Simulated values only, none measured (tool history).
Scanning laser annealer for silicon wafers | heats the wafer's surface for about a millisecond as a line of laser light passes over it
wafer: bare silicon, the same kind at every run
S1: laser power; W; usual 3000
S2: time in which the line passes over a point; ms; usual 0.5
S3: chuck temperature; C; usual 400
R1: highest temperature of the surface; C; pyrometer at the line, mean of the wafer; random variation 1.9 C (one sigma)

{"run": 1, "day": 0.0, "S1": 3000, "S2": 0.5, "S3": 400, "R1": 1170}
{"run": 2, "day": 1.388, "S1": 3000, "S2": 0.5, "S3": 400, "R1": 1163}
{"run": 3, "day": 2.429, "S1": 2649, "S2": 0.5, "S3": 400, "R1": 1071}
{"run": 4, "day": 3.658, "S1": 3000, "S2": 0.5, "S3": 400, "R1": 1165}
{"run": 5, "day": 5.233, "S1": 3000, "S2": 0.5, "S3": 400, "R1": 1163}
{"run": 6, "day": 6.279, "S1": 3000, "S2": 0.5, "S3": 432, "R1": 1192}
{"run": 7, "day": 8.312, "S1": 3000, "S2": 0.5, "S3": 432, "R1": 1194}
{"run": 8, "day": 9.162, "S1": 3000, "S2": 0.5, "S3": 365, "R1": 1124}
{"run": 9, "day": 10.567, "S1": 3000, "S2": 0.5, "S3": 365, "R1": 1124}
{"run": 10, "day": 12.246, "S1": 3000, "S2": 0.5, "S3": 365, "R1": 1115}
{"run": 11, "day": 14.129, "S1": 3000, "S2": 0.414, "S3": 400, "R1": 1090}
{"run": 12, "day": 15.167, "S1": 3000, "S2": 0.414, "S3": 400, "R1": 1089}
{"run": 13, "day": 16.629, "S1": 3000, "S2": 0.414, "S3": 400, "R1": 1145}
{"run": 14, "day": 18.504, "S1": 2884, "S2": 0.5, "S3": 400, "R1": 1174}
{"run": 15, "day": 20.221, "S1": 2884, "S2": 0.5, "S3": 400, "R1": 1170}
{"run": 16, "day": 21.283, "S1": 2884, "S2": 0.5, "S3": 400, "R1": 1168}
{"run": 17, "day": 22.625, "S1": 2884, "S2": 0.5, "S3": 400, "R1": 1167}
{"run": 18, "day": 23.754, "S1": 2884, "S2": 0.5, "S3": 400, "R1": 1167}
{"run": 19, "day": 25.0, "S1": 2884, "S2": 0.5, "S3": 372, "R1": 1137}
{"run": 20, "day": 26.2, "S1": 3000, "S2": 0.5, "S3": 411, "R1": 1206}
{"run": 21, "day": 28.125, "S1": 3000, "S2": 0.5, "S3": 411, "R1": 1204}
{"run": 22, "day": 29.125, "S1": 2568, "S2": 0.472, "S3": 389, "R1": 1040}
{"run": 23, "day": 31.038, "S1": 2649, "S2": 0.456, "S3": 407, "R1": 1066}
{"run": 24, "day": 32.85, "S1": 2649, "S2": 0.456, "S3": 407, "R1": 1065}
{"run": 25, "day": 34.483, "S1": 2814, "S2": 0.618, "S3": 400, "R1": 1203}
{"run": 26, "day": 35.446, "S1": 2814, "S2": 0.618, "S3": 400, "R1": 1199}
{"run": 27, "day": 37.325, "S1": 2814, "S2": 0.618, "S3": 400, "R1": 1199}
{"run": 28, "day": 38.717, "S1": 2717, "S2": 0.364, "S3": 419, "R1": 1026}
{"run": 29, "day": 40.179, "S1": 2597, "S2": 0.5, "S3": 399, "R1": 1060}
{"run": 30, "day": 41.321, "S1": 2597, "S2": 0.571, "S3": 438, "R1": 1137}
{"run": 31, "day": 43.075, "S1": 3000, "S2": 0.5, "S3": 366, "R1": 1135}
{"run": 32, "day": 44.9, "S1": 2842, "S2": 0.391, "S3": 366, "R1": 1014}
{"run": 33, "day": 46.946, "S1": 2951, "S2": 0.391, "S3": 415, "R1": 1086}
{"run": 34, "day": 48.642, "S1": 2951, "S2": 0.366, "S3": 436, "R1": 1088}
{"run": 35, "day": 50.292, "S1": 2951, "S2": 0.366, "S3": 436, "R1": 1085}
{"run": 36, "day": 51.571, "S1": 3043, "S2": 0.548, "S3": 403, "R1": 1198}
{"run": 37, "day": 53.008, "S1": 3000, "S2": 0.614, "S3": 400, "R1": 1224}
{"run": 38, "day": 53.946, "S1": 3000, "S2": 0.614, "S3": 400, "R1": 1221}
{"run": 39, "day": 56.033, "S1": 3291, "S2": 0.538, "S3": 366, "R1": 1275}

Taken out of this log: 3 entries between the listed runs. Where each belongs, and how the hidden state differs across it:
Between runs 12 and 13: window over the wafer cleaned (day 15.492); optics aligned, line set to its width (day 16.171)
  light that passes the window, % of a clean one's: 94.1 -> 99.84; laser's true power over the reading, %: -0.53 -> -0.54; width of the line over the set one, %: 2.99 -> 0.16
  measured less the result without the state, R1: -64 -> -7 C
Between runs 38 and 39: window over the wafer cleaned (day 55.638)
  light that passes the window, % of a clean one's: 94.39 -> 99.59; laser's true power over the reading, %: -0.85 -> -0.86; width of the line over the set one, %: 2.2 -> 2.31
  measured less the result without the state, R1: -72 -> -25 C
